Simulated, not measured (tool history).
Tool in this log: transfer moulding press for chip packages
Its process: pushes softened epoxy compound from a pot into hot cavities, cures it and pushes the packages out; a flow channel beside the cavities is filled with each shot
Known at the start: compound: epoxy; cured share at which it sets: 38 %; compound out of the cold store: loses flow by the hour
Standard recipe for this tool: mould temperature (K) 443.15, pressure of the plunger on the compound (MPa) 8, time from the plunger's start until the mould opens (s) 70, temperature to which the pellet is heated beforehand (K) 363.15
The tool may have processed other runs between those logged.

run	hour	mould temperature (K)	pressure of the plunger on the compound (MPa)	time from the plunger's start until the mould opens (s)	temperature to which the pellet is heated beforehand (K)	incoming compound's hours out of the cold store	length that the compound runs in the flow channel (mm)	greatest force on the pins that push the packages out (N)
1	0	443.15	8	70	363.15	38.9	787	461
2	15.4	443.15	8	60	363.15	16.6	857	882
3	35	443.15	8	60	363.15	24.9	825	1093
4	63	443.15	6.38	60	363.15	27.5	730	1202
# hour 72: cavities cleaned with cleaning compound and waxed
5	93.2	443.15	8	55	363.15	44.9	766	986
6	112.1	443.15	8	55	363.15	13.4	856	1450
7	136.1	443.15	6.36	70	363.15	39.8	678	911
# hour 144.3: cavities cleaned with cleaning compound and waxed
8	154.3	437.15	8	70	363.15	18.8	850	885
9	179.1	443.15	8	70	368.15	27	794	804
10	201.2	443.15	8	70	368.15	38.1	768	874
# hour 216.6: cavities cleaned with cleaning compound and waxed
# hour 221.8: plunger's sealing rings changed
11	225.9	443.15	8	70	368.15	25.3	838	557
12	250.3	443.15	8	70	363.15	19.9	865	769
13	262.8	443.15	8	70	363.15	9.3	895	901
14	282	443.15	8	100	363.15	16.3	864	785
# hour 290.7: cavities cleaned with cleaning compound and waxed
15	308.5	443.15	7.81	55	356.15	33.9	799	1126
16	335.2	443.15	7.81	55	356.15	36	787	1388
17	358.8	450.15	7.81	50	356.15	25.9	792	1225
# hour 361.9: cavities cleaned with cleaning compound and waxed
18	374	450.15	7.81	50	356.15	43.1	739	771
19	403.4	450.15	7.81	50	356.15	33.9	768	1081
# hour 433.3: cavities cleaned with cleaning compound and waxed
20	433.8	450.15	7.81	50	366.15	43.5	733	605
21	448.9	443.15	8	66	356.15	28.5	803	722
22	463.5	443.15	8	66	356.15	13.8	852	910
23	481.7	449.15	6.67	101	363.15	11.2	761	745

Forecast run 24:
# hour 504.4: cavities cleaned with cleaning compound and waxed
24	508.1	442.15	7.58	74	353.15	15	?	?

{"run 24": {"length that the compound runs in the flow channel (mm)": 812, "greatest force on the pins that push the packages out (N)": 551}}
Were there no unlogged condition in the tool, this run, its random variation unchanged, would have produced length that the compound runs in the flow channel (mm) 852, greatest force on the pins that push the packages out (N) 488.

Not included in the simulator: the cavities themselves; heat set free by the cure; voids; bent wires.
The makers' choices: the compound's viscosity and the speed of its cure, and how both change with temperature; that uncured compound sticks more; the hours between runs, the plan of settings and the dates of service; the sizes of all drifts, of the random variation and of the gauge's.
